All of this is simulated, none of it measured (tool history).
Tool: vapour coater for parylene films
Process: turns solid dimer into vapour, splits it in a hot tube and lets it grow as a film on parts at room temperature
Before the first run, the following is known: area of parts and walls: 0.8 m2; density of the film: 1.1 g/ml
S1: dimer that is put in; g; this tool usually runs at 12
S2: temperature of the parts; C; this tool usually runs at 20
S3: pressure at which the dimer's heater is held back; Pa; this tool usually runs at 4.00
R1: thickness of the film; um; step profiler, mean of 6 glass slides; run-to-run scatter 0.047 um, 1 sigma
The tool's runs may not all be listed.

run 1 day=0.000 | S1=12 S2=20 S3=4.00 | R1=7.14
run 2 day=1.667 | S1=12 S2=20 S3=4.00 | R1=7.05
run 3 day=3.038 | S1=17 S2=20 S3=4.00 | R1=10.03
run 4 day=4.104 | S1=17 S2=20 S3=4.00 | R1=9.98
run 5 day=5.729 | S1=12 S2=28 S3=4.00 | R1=6.04
run 6 day=6.958 | S1=12 S2=28 S3=4.00 | R1=6.02
run 7 day=8.312 | S1=12 S2=28 S3=7.85 | R1=5.12
run 8 day=9.212 | S1=12 S2=28 S3=7.85 | R1=5.12
run 9 day=10.583 | S1=12 S2=23 S3=4.00 | R1=6.56
run 10 day=11.933 | S1=12 S2=23 S3=4.00 | R1=6.46
run 11 day=13.629 | S1=21 S2=19 S3=4.00 | R1=12.15
run 12 day=14.871 | S1=13 S2=15 S3=2.34 | R1=9.16

Run 13 has not been measured yet. What should we expect?
run 13 day=16.512 | S1=22 S2=14 S3=2.20 | R1=?

{"run 13": {"R1": 16.17}}
Take away the tool's hidden state, keep the run-to-run variation as it was, and the same run would have given R1 18.31 um.
